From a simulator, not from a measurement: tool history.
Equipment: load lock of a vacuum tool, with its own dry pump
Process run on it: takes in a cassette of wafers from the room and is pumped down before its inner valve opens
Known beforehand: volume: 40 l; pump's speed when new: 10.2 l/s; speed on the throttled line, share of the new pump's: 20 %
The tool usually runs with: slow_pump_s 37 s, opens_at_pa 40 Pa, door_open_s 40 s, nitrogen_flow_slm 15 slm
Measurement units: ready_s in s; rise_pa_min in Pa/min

run,hour,slow_pump_s,opens_at_pa,door_open_s,nitrogen_flow_slm,"incoming humidity of the room's air, %",ready_s,rise_pa_min
1,0,37,40,40,15,46.2,60.3,0.031
2,330.4,37,40,40,17,42.4,60.9,0.031
3,892.7,37,40,40,17,44.7,60.2,0.034
4,1364.7,37,40,40,17,47.4,61,0.034
5,1689.7,37,40,40,17,46.8,60.9,0.026
6,2089,37,40,40,17,43.1,61.2,0.03
7,2363.1,37,32,40,15,45.8,61.5,0.032
8,2860.2,37,32,40,15,47,61.4,0.031
9,3318.9,37,32,40,15,44.8,62,0.029
10,3616,24,58,40,15,45.4,48.4,0.032
11,4050.9,19,33,66,12,40.9,47.1,0.044
12,4620.7,18,33,85,7,43.9,45.7,0.057
13,5125.9,26,40,40,12,44,51.8,0.037
14,5453.7,39,35,164,15,45.5,63,0.057
15,5724.3,54,42,43,42,45.9,73.6,0.018
16,5974,38,61,154,4,50.3,60.4,0.09
17,6572.5,37,68,53,4,46.3,58.1,0.055
18,7085.2,37,40,66,15,46.7,60.5,0.042

Below are 3 alternative next runs, each starting from the tool's condition after run 18. Predict each:
A,7673.3,37,72,160,15,44.6,?,?
B,7673.3,22,40,40,10,45.7,?,?
C,7673.3,37,49,82,15,50.1,?,?

run,ready_s,rise_pa_min
A,58.1,0.051
B,49,0.037
C,60.3,0.041
Stripped of hidden state, with their random variation kept, the same runs would have yielded:
run,ready_s,rise_pa_min
A,58.1,0.051
B,49,0.036
C,60.2,0.04
